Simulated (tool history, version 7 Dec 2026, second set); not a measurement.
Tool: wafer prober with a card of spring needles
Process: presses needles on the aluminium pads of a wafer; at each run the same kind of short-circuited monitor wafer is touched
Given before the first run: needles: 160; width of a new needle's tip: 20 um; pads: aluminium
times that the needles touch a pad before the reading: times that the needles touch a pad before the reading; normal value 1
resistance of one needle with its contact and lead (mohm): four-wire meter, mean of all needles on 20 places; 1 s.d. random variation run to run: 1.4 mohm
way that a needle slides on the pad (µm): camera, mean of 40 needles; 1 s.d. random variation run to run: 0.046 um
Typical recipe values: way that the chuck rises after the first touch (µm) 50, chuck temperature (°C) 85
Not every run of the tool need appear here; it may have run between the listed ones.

run	hour	way that the chuck rises after the first touch (µm)	chuck temperature (°C)	times that the needles touch a pad before the reading	resistance of one needle with its contact and lead (mohm)	way that a needle slides on the pad (µm)
1	0.0	50	85	1	338	12.00
# hour 2.2: tips cleaned on abrasive film
# hour 12.7: tips cleaned on abrasive film
# hour 21.1: tips cleaned on abrasive film
2	24.7	50	85	1	284	11.91
# hour 31.1: tips cleaned on abrasive film
# hour 39.5: tips cleaned on abrasive film
# hour 47.9: tips cleaned on abrasive film
3	55.6	50	85	1	347	11.85
# hour 57.8: tips cleaned on abrasive film
# hour 66.2: tips cleaned on abrasive film
# hour 74.7: tips cleaned on abrasive film
# hour 75.0: height of the first contact set anew
# hour 83.4: tips cleaned on abrasive film
# hour 93.9: tips cleaned on abrasive film
# hour 104.4: tips cleaned on abrasive film
4	105.0	50	85	1	180	11.51
# hour 113.4: tips cleaned on abrasive film
# hour 121.8: tips cleaned on abrasive film
# hour 130.3: tips cleaned on abrasive film
# hour 138.7: tips cleaned on abrasive film
# hour 149.2: tips cleaned on abrasive film
5	155.9	50	85	1	364	11.43
# hour 158.1: tips cleaned on abrasive film
# hour 166.5: tips cleaned on abrasive film
# hour 174.9: tips cleaned on abrasive film
# hour 185.4: tips cleaned on abrasive film
# hour 193.9: tips cleaned on abrasive film
# hour 198.3: height of the first contact set anew
# hour 202.6: tips cleaned on abrasive film
6	202.7	50	85	1	155	12.09
# hour 211.1: tips cleaned on abrasive film
# hour 219.6: tips cleaned on abrasive film
# hour 228.0: tips cleaned on abrasive film
# hour 236.4: tips cleaned on abrasive film
# hour 246.0: tips cleaned on abrasive film
7	246.0	50	85	1	150	11.99
# hour 256.5: tips cleaned on abrasive film
# hour 267.0: tips cleaned on abrasive film
# hour 277.5: tips cleaned on abrasive film
8	283.2	50	85	1	340	11.97
# hour 287.5: tips cleaned on abrasive film
# hour 295.9: tips cleaned on abrasive film
# hour 306.4: tips cleaned on abrasive film
9	310.8	50	85	1	303	11.86
# hour 315.1: tips cleaned on abrasive film
# hour 321.6: height of the first contact set anew
# hour 323.8: tips cleaned on abrasive film
# hour 332.2: tips cleaned on abrasive film
10	340.2	50	85	1	348	11.99
# hour 342.4: tips cleaned on abrasive film
# hour 350.8: tips cleaned on abrasive film
# hour 359.3: tips cleaned on abrasive film
11	362.7	50	85	1	281	11.97
# hour 369.1: tips cleaned on abrasive film
# hour 377.7: height of the first contact set anew, once more
# hour 377.8: tips cleaned on abrasive film
# hour 386.2: tips cleaned on abrasive film
# hour 394.7: tips cleaned on abrasive film
# hour 405.2: tips cleaned on abrasive film
12	413.2	50	85	1	357	11.96
# hour 415.4: tips cleaned on abrasive film
# hour 423.8: tips cleaned on abrasive film
# hour 432.3: tips cleaned on abrasive film
# hour 440.7: tips cleaned on abrasive film
# hour 449.1: tips cleaned on abrasive film
# hour 457.5: tips cleaned on abrasive film
13	465.3	50	37	2	282	11.89
# hour 467.5: tips cleaned on abrasive film
# hour 478.0: tips cleaned on abrasive film
# hour 488.5: tips cleaned on abrasive film
# hour 499.0: tips cleaned on abrasive film
# hour 501.4: height of the first contact set anew
14	507.0	50	37	2	269	12.14
# hour 509.1: tips cleaned on abrasive film
# hour 517.6: tips cleaned on abrasive film
# hour 526.0: tips cleaned on abrasive film
# hour 534.4: tips cleaned on abrasive film
# hour 542.8: tips cleaned on abrasive film
15	547.1	47	61	1	365	11.26
# hour 551.3: tips cleaned on abrasive film
# hour 559.7: tips cleaned on abrasive film
# hour 568.2: tips cleaned on abrasive film
# hour 576.6: tips cleaned on abrasive film
# hour 585.0: tips cleaned on abrasive film
# hour 595.4: tips cleaned on abrasive film
16	595.4	41	60	1	160	9.74
# hour 605.9: tips cleaned on abrasive film
# hour 616.4: tips cleaned on abrasive film
17	619.3	55	38	2	207	13.10
# hour 625.6: tips cleaned on abrasive film
# hour 625.9: height of the first contact set anew
# hour 636.4: tips cleaned on abrasive film
# hour 644.9: tips cleaned on abrasive film
18	649.9	55	38	2	233	13.27
# hour 654.1: tips cleaned on abrasive film
# hour 664.7: tips cleaned on abrasive film
# hour 673.1: tips cleaned on abrasive film
# hour 681.5: tips cleaned on abrasive film
19	688.4	64	54	2	214	15.29
# hour 690.6: tips cleaned on abrasive film
# hour 699.1: tips cleaned on abrasive film
# hour 707.5: tips cleaned on abrasive film
# hour 715.9: tips cleaned on abrasive film
# hour 724.3: tips cleaned on abrasive film
# hour 734.8: tips cleaned on abrasive film
20	736.9	49	124	2	221	11.60
# hour 743.3: tips cleaned on abrasive film
# hour 749.8: height of the first contact set anew
# hour 752.0: tips cleaned on abrasive film
# hour 760.4: tips cleaned on abrasive film
# hour 768.8: tips cleaned on abrasive film
# hour 779.4: tips cleaned on abrasive film
21	787.1	34	85	2	473	8.08

For run 22, what comes out?
# hour 789.2: tips cleaned on abrasive film
# hour 797.7: tips cleaned on abrasive film
# hour 806.1: tips cleaned on abrasive film
# hour 814.5: tips cleaned on abrasive film
# hour 822.9: tips cleaned on abrasive film
22	827.5	62	85	3	?	?

resistance of one needle with its contact and lead (mohm): 176
way that a needle slides on the pad (µm): 14.77
Without the tool's hidden state the same run would have given resistance of one needle with its contact and lead (mohm) 115, way that a needle slides on the pad (µm) 15.01.

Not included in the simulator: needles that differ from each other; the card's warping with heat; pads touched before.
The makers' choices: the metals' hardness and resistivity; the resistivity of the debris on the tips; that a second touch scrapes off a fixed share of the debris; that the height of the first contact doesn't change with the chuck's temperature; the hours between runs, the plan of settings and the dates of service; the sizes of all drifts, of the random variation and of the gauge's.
